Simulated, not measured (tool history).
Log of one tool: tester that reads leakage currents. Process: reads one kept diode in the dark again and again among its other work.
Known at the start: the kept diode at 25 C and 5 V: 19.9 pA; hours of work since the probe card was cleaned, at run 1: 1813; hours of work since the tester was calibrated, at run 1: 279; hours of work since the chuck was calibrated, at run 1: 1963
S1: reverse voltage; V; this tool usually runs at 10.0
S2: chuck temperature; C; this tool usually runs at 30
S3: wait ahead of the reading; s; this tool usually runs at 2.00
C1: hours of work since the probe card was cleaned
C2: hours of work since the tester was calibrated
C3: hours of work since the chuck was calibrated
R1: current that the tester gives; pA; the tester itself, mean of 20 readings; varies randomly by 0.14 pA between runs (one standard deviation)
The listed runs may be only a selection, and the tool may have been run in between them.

run 1 hour=0.0 | S1=10.0 S2=30 S3=2.00 | C1=1813 C2=279 C3=1963 | R1=62.39
run 2 hour=30.6 | S1=10.0 S2=30 S3=2.00 | C1=1832 C2=298 C3=1981 | R1=62.63
run 3 hour=49.9 | S1=10.0 S2=30 S3=2.00 | C1=1843 C2=310 C3=1993 | R1=62.21
run 4 hour=82.2 | S1=10.0 S2=30 S3=2.00 | C1=1863 C2=329 C3=2013 | R1=62.85
run 5 hour=105.2 | S1=10.0 S2=30 S3=2.00 | C1=1877 C2=343 C3=2027 | R1=63.10
run 6 hour=125.0 | S1=10.0 S2=30 S3=2.00 | C1=1889 C2=355 C3=2039 | R1=62.97
run 7 hour=160.6 | S1=10.0 S2=30 S3=2.00 | C1=1910 C2=377 C3=2060 | R1=63.31
run 8 hour=204.4 | S1=11.0 S2=30 S3=2.00 | C1=1937 C2=403 C3=2087 | R1=67.09
-- hour=209.4 chuck's temperature calibrated
run 9 hour=238.4 | S1=11.0 S2=36 S3=2.00 | C1=1956 C2=423 C3=18 | R1=103.63
run 10 hour=258.5 | S1=6.3 S2=36 S3=2.00 | C1=1969 C2=435 C3=30 | R1=75.71
run 11 hour=285.8 | S1=5.7 S2=30 S3=6.63 | C1=1985 C2=452 C3=46 | R1=46.34
run 12 hour=314.3 | S1=13.1 S2=30 S3=2.09 | C1=2002 C2=469 C3=64 | R1=77.21
run 13 hour=350.2 | S1=13.1 S2=30 S3=2.09 | C1=2024 C2=491 C3=85 | R1=77.79
run 14 hour=379.4 | S1=10.0 S2=30 S3=0.77 | C1=2042 C2=508 C3=103 | R1=67.87
run 15 hour=408.8 | S1=10.0 S2=30 S3=0.77 | C1=2060 C2=526 C3=121 | R1=68.06
-- hour=437.6 chuck's temperature calibrated, once more
run 16 hour=440.9 | S1=10.0 S2=30 S3=0.77 | C1=2078 C2=544 C3=2 | R1=61.14
run 17 hour=465.5 | S1=1.8 S2=28 S3=1.04 | C1=2093 C2=559 C3=17 | R1=18.88
run 18 hour=506.8 | S1=1.8 S2=28 S3=1.04 | C1=2118 C2=584 C3=42 | R1=18.74

Here are 3 independent what-if runs from the current tool condition. What would each one return?
run A hour=540.1 | S1=1.8 S2=34 S3=1.04 | C1=2138 C2=604 C3=62 | R1=?
run B hour=540.1 | S1=1.0 S2=28 S3=0.63 | C1=2138 C2=604 C3=62 | R1=?
run C hour=540.1 | S1=12.0 S2=49 S3=2.00 | C1=2138 C2=604 C3=62 | R1=?

run=A R1=29.28
run=B R1=13.59
run=C R1=240.67
Without the tool's hidden state the same runs would have given:
run=A R1=26.34
run=B R1=11.98
run=C R1=220.74
